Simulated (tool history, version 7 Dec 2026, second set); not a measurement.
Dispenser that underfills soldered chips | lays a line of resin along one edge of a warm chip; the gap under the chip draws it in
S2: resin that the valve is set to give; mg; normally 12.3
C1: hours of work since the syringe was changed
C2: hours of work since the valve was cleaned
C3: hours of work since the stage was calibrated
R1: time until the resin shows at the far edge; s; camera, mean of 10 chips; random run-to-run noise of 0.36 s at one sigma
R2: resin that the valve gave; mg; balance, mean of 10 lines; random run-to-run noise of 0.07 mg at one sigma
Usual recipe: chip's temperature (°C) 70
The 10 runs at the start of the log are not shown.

At day 3.779: new syringe of resin.
Run 11, day 3.992: usual settings; C1 3; C2 17; C3 230. Result: R1 20.8 s, R2 12.12 mg.
Run 12, day 4.312: usual settings; C1 8; C2 22; C3 235. Result: R1 24.8 s, R2 12.09 mg.
At day 4.458: new syringe of resin.
Run 13, day 4.638: usual settings but S2 15.6 mg; C1 3; C2 26; C3 239. Result: R1 20.1 s, R2 15.39 mg.
At day 5.15: new syringe of resin.
Run 14, day 5.15: usual settings but S2 15.6 mg; C1 0; C2 34; C3 247. Result: R1 18.6 s, R2 15.46 mg.
Run 15, day 5.721: usual settings; C1 9; C2 43; C3 256. Result: R1 24.1 s, R2 11.92 mg.
At day 5.85: new syringe of resin.
Run 16, day 6.021: usual settings; C1 3; C2 48; C3 261. Result: R1 20.5 s, R2 12.04 mg.
Run 17, day 6.475: usual settings; C1 10; C2 55; C3 268. Result: R1 25.8 s, R2 12.06 mg.
At day 6.538: new syringe of resin.
Run 18, day 7.033: usual settings; C1 8; C2 63; C3 276. Result: R1 24 s, R2 11.77 mg.
At day 7.238: new syringe of resin.
Run 19, day 7.55: usual settings but chip's temperature (°C) 71, S2 12.6 mg; C1 5; C2 71; C3 284. Result: R1 21.1 s, R2 12.18 mg.
At day 7.938: new syringe of resin.
Run 20, day 8.008: usual settings but chip's temperature (°C) 61, S2 14.9 mg; C1 1; C2 78; C3 291. Result: R1 25.3 s, R2 14.3 mg.
Run 21, day 8.362: usual settings but chip's temperature (°C) 77; C1 7; C2 84; C3 297. Result: R1 18.5 s, R2 11.82 mg.
At day 8.617: new syringe of resin.
Run 22, day 8.617: usual settings but chip's temperature (°C) 77; C1 0; C2 88; C3 301. Result: R1 14.9 s, R2 11.88 mg.
Run 23, day 9.162: usual settings but chip's temperature (°C) 77; C1 9; C2 96; C3 309. Result: R1 20 s, R2 11.76 mg.
At day 9.283: new syringe of resin.
Run 24, day 9.525: usual settings but chip's temperature (°C) 77; C1 4; C2 102; C3 315. Result: R1 17.6 s, R2 11.71 mg.
Run 25, day 9.821: usual settings but chip's temperature (°C) 59, S2 13.5 mg; C1 8; C2 106; C3 319. Result: R1 35.2 s, R2 12.8 mg.
At day 9.979: new syringe of resin.
Run 26, day 10.229: usual settings but chip's temperature (°C) 68, S2 11.4 mg; C1 4; C2 113; C3 326. Result: R1 22.7 s, R2 10.85 mg.
Run 27, day 10.462: usual settings but chip's temperature (°C) 80, S2 12.4 mg; C1 8; C2 116; C3 329. Result: R1 17.6 s, R2 11.61 mg.
At day 10.662: new syringe of resin.
Run 28, day 10.708: usual settings but S2 11.6 mg; C1 1; C2 120; C3 333. Result: R1 19 s, R2 10.82 mg.
Run 29, day 10.942: usual settings but chip's temperature (°C) 64, S2 13.4 mg; C1 4; C2 124; C3 336. Result: R1 26 s, R2 12.44 mg.
Run 30, day 11.292: usual settings but chip's temperature (°C) 64, S2 11.1 mg; C1 10; C2 129; C3 342. Result: R1 32.1 s, R2 10.33 mg.

What does the tool deliver on the next run?
At day 11.338: new syringe of resin.
Run 31, day 11.604: usual settings but chip's temperature (°C) 65; C1 4; C2 134; C3 347. Result: R1 ?, R2 ?.

Run 31 measured R1 24.2 s, R2 11.44 mg.
With the hidden condition absent and the run-to-run variation left alone, this run would have shown R1 22.4 s, R2 12.22 mg.
